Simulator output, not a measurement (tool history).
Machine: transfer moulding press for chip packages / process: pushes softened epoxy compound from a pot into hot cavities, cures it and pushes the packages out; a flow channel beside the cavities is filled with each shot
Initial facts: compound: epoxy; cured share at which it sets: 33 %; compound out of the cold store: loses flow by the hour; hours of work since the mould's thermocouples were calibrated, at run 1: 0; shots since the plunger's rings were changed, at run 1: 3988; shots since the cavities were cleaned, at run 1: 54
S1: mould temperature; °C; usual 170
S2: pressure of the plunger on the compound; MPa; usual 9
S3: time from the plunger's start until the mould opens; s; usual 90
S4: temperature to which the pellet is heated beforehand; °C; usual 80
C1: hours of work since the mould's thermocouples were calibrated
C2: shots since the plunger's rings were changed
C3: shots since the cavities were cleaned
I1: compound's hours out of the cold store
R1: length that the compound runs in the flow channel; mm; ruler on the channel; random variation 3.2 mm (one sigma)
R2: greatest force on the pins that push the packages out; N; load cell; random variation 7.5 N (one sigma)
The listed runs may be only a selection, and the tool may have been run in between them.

run	hour	S1	S2	S3	S4	C1	C2	C3	I1	R1	R2
1	0	170	9	90	80	0	3988	54	34.9	668	343
# hour 57.2: plunger's sealing rings changed
# hour 77.4: cavities cleaned with cleaning compound and waxed
2	77.4	170	9	90	80	45	236	0	20.3	737	338
# hour 152.7: cavities cleaned with cleaning compound and waxed
3	156.3	170	9	90	80	92	1216	45	45.2	666	339
4	201.6	170	9	90	80	119	1790	619	34.7	685	465
# hour 231.9: cavities cleaned with cleaning compound and waxed
5	254	170	9	90	80	150	2434	280	17	724	423
6	296.9	170	9	90	80	176	2977	823	42.3	656	485
# hour 308: cavities cleaned with cleaning compound and waxed
7	363.7	163	9	90	80	216	3803	704	31.6	694	772
# hour 382.9: cavities cleaned with cleaning compound and waxed
8	409.5	175	7.46	76	87	243	4365	337	39.4	578	410
# hour 439.2: plunger's sealing rings changed
# hour 463.9: cavities cleaned with cleaning compound and waxed
9	468.6	175	7.46	76	87	276	353	60	15.1	661	352
10	515.4	177	9	90	81	305	946	653	35.3	674	388
# hour 540.7: cavities cleaned with cleaning compound and waxed
11	579.2	178	10.41	122	81	342	1734	487	9.5	777	378
# hour 616: cavities cleaned with cleaning compound and waxed
12	626.7	178	8.65	122	81	370	2316	135	42.4	634	306
13	687.2	167	6.91	122	81	407	3082	901	8.6	654	429
# hour 695.7: cavities cleaned with cleaning compound and waxed
14	753.7	167	6.91	122	81	447	3905	735	21	617	405

Measured minus without-hidden-state, run by run (identical run-to-run variation in each term; gauge scatter may differ):
What the log doesn't record here: true mould temperature over the reading, C; pressure that reaches the compound, % of what is set; grip of the stained cavities, % over clean ones'; drift of the gauge itself on flow_mm, %; drift of the gauge itself on push_out_n, %.
run	R1	R2
1	-37	+32
2	-4	+3
3	-13	+19
4	-19	+143
5	-27	+86
6	-30	+163
7	-41	+240
8	-39	+91
9	-5	+19
10	-11	+119
11	-21	+113
12	-22	+43
13	-30	+144
14	-36	+129

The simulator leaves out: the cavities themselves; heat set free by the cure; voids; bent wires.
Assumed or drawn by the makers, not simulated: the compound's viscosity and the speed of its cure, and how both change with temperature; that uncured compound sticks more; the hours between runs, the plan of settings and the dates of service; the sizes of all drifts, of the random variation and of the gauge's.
